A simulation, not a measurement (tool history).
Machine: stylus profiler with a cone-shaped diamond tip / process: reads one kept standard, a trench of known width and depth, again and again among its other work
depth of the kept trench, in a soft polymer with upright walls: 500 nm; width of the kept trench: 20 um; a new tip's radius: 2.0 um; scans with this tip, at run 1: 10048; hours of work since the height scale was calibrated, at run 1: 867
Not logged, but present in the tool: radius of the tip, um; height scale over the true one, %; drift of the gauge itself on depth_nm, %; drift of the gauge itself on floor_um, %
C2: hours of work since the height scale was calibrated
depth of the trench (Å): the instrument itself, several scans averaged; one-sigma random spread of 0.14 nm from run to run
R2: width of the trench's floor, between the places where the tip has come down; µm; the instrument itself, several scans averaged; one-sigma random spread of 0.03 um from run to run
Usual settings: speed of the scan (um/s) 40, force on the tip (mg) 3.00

run 1 hour=0.0 | speed_of_the_scan_(um/s)=40 force_on_the_tip_(mg)=3.00 | scans_with_this_tip=10048 C2=867 | depth_of_the_trench_(Å)=5067.8 R2=15.53
run 2 hour=119.1 | speed_of_the_scan_(um/s)=40 force_on_the_tip_(mg)=3.00 | scans_with_this_tip=10621 C2=916 | depth_of_the_trench_(Å)=5068.5 R2=15.49
run 3 hour=194.7 | speed_of_the_scan_(um/s)=40 force_on_the_tip_(mg)=3.00 | scans_with_this_tip=10985 C2=948 | depth_of_the_trench_(Å)=5067.9 R2=15.38
run 4 hour=318.2 | speed_of_the_scan_(um/s)=40 force_on_the_tip_(mg)=3.00 | scans_with_this_tip=11579 C2=999 | depth_of_the_trench_(Å)=5064.8 R2=15.37
run 5 hour=383.4 | speed_of_the_scan_(um/s)=40 force_on_the_tip_(mg)=3.00 | scans_with_this_tip=11893 C2=1026 | depth_of_the_trench_(Å)=5066.3 R2=15.30
run 6 hour=469.1 | speed_of_the_scan_(um/s)=40 force_on_the_tip_(mg)=3.00 | scans_with_this_tip=12305 C2=1062 | depth_of_the_trench_(Å)=5063.7 R2=15.33
-- hour=515.3 new tip fitted, height scale calibrated
run 7 hour=521.7 | speed_of_the_scan_(um/s)=40 force_on_the_tip_(mg)=3.00 | scans_with_this_tip=31 C2=3 | depth_of_the_trench_(Å)=5092.6 R2=17.11
run 8 hour=623.0 | speed_of_the_scan_(um/s)=40 force_on_the_tip_(mg)=3.00 | scans_with_this_tip=518 C2=45 | depth_of_the_trench_(Å)=5091.1 R2=16.96
run 9 hour=689.5 | speed_of_the_scan_(um/s)=40 force_on_the_tip_(mg)=3.00 | scans_with_this_tip=838 C2=72 | depth_of_the_trench_(Å)=5093.6 R2=16.95
run 10 hour=791.6 | speed_of_the_scan_(um/s)=40 force_on_the_tip_(mg)=3.00 | scans_with_this_tip=1329 C2=115 | depth_of_the_trench_(Å)=5090.8 R2=16.82
run 11 hour=891.1 | speed_of_the_scan_(um/s)=40 force_on_the_tip_(mg)=1.56 | scans_with_this_tip=1808 C2=156 | depth_of_the_trench_(Å)=5057.4 R2=16.66
run 12 hour=970.5 | speed_of_the_scan_(um/s)=40 force_on_the_tip_(mg)=1.56 | scans_with_this_tip=2190 C2=189 | depth_of_the_trench_(Å)=5053.2 R2=16.67
run 13 hour=1047.6 | speed_of_the_scan_(um/s)=40 force_on_the_tip_(mg)=1.82 | scans_with_this_tip=2561 C2=221 | depth_of_the_trench_(Å)=5060.4 R2=16.57
run 14 hour=1141.5 | speed_of_the_scan_(um/s)=40 force_on_the_tip_(mg)=8.34 | scans_with_this_tip=3012 C2=260 | depth_of_the_trench_(Å)=5179.0 R2=16.68
run 15 hour=1201.6 | speed_of_the_scan_(um/s)=20 force_on_the_tip_(mg)=8.34 | scans_with_this_tip=3302 C2=285 | depth_of_the_trench_(Å)=5182.6 R2=16.72
run 16 hour=1303.3 | speed_of_the_scan_(um/s)=40 force_on_the_tip_(mg)=2.55 | scans_with_this_tip=3791 C2=327 | depth_of_the_trench_(Å)=5073.1 R2=16.43
run 17 hour=1373.2 | speed_of_the_scan_(um/s)=40 force_on_the_tip_(mg)=2.55 | scans_with_this_tip=4127 C2=356 | depth_of_the_trench_(Å)=5072.0 R2=16.38
run 18 hour=1478.9 | speed_of_the_scan_(um/s)=70 force_on_the_tip_(mg)=1.23 | scans_with_this_tip=4635 C2=400 | depth_of_the_trench_(Å)=5038.6 R2=15.94
run 19 hour=1556.9 | speed_of_the_scan_(um/s)=153 force_on_the_tip_(mg)=1.23 | scans_with_this_tip=5011 C2=432 | depth_of_the_trench_(Å)=5037.8 R2=15.10
run 20 hour=1662.7 | speed_of_the_scan_(um/s)=153 force_on_the_tip_(mg)=1.23 | scans_with_this_tip=5520 C2=476 | depth_of_the_trench_(Å)=5035.6 R2=15.00
run 21 hour=1768.4 | speed_of_the_scan_(um/s)=153 force_on_the_tip_(mg)=1.23 | scans_with_this_tip=6028 C2=520 | depth_of_the_trench_(Å)=5036.0 R2=14.95
run 22 hour=1881.1 | speed_of_the_scan_(um/s)=27 force_on_the_tip_(mg)=4.81 | scans_with_this_tip=6570 C2=567 | depth_of_the_trench_(Å)=5114.5 R2=16.14
run 23 hour=1961.4 | speed_of_the_scan_(um/s)=27 force_on_the_tip_(mg)=4.81 | scans_with_this_tip=6956 C2=600 | depth_of_the_trench_(Å)=5110.9 R2=16.09
run 24 hour=2072.1 | speed_of_the_scan_(um/s)=27 force_on_the_tip_(mg)=8.44 | scans_with_this_tip=7489 C2=646 | depth_of_the_trench_(Å)=5170.9 R2=16.06
run 25 hour=2155.7 | speed_of_the_scan_(um/s)=27 force_on_the_tip_(mg)=8.44 | scans_with_this_tip=7891 C2=681 | depth_of_the_trench_(Å)=5173.3 R2=16.07
run 26 hour=2222.8 | speed_of_the_scan_(um/s)=44 force_on_the_tip_(mg)=3.92 | scans_with_this_tip=8214 C2=709 | depth_of_the_trench_(Å)=5094.2 R2=15.83
run 27 hour=2280.3 | speed_of_the_scan_(um/s)=20 force_on_the_tip_(mg)=1.69 | scans_with_this_tip=8490 C2=733 | depth_of_the_trench_(Å)=5043.7 R2=15.96
run 28 hour=2337.6 | speed_of_the_scan_(um/s)=20 force_on_the_tip_(mg)=1.69 | scans_with_this_tip=8766 C2=756 | depth_of_the_trench_(Å)=5041.9 R2=15.86
run 29 hour=2461.9 | speed_of_the_scan_(um/s)=20 force_on_the_tip_(mg)=1.69 | scans_with_this_tip=9363 C2=808 | depth_of_the_trench_(Å)=5041.5 R2=15.80

4 options for the next run, each taken on its own from the tool as it stands now. Forecast them:
run A hour=2536.3 | speed_of_the_scan_(um/s)=11 force_on_the_tip_(mg)=5.37 | scans_with_this_tip=9722 C2=839 | depth_of_the_trench_(Å)=? R2=?
run B hour=2536.3 | speed_of_the_scan_(um/s)=20 force_on_the_tip_(mg)=1.23 | scans_with_this_tip=9722 C2=839 | depth_of_the_trench_(Å)=? R2=?
run C hour=2536.3 | speed_of_the_scan_(um/s)=89 force_on_the_tip_(mg)=1.69 | scans_with_this_tip=9722 C2=839 | depth_of_the_trench_(Å)=? R2=?
run D hour=2536.3 | speed_of_the_scan_(um/s)=32 force_on_the_tip_(mg)=1.40 | scans_with_this_tip=9722 C2=839 | depth_of_the_trench_(Å)=? R2=?

run=A depth_of_the_trench_(Å)=5117.8 R2=15.83
run=B depth_of_the_trench_(Å)=5029.2 R2=15.71
run=C depth_of_the_trench_(Å)=5042.8 R2=15.17
run=D depth_of_the_trench_(Å)=5032.3 R2=15.57
With the hidden condition removed and each run's random variation left untouched, the same runs would have given:
run=A depth_of_the_trench_(Å)=5142.3 R2=17.30
run=B depth_of_the_trench_(Å)=5053.3 R2=17.18
run=C depth_of_the_trench_(Å)=5066.9 R2=16.64
run=D depth_of_the_trench_(Å)=5056.4 R2=17.04
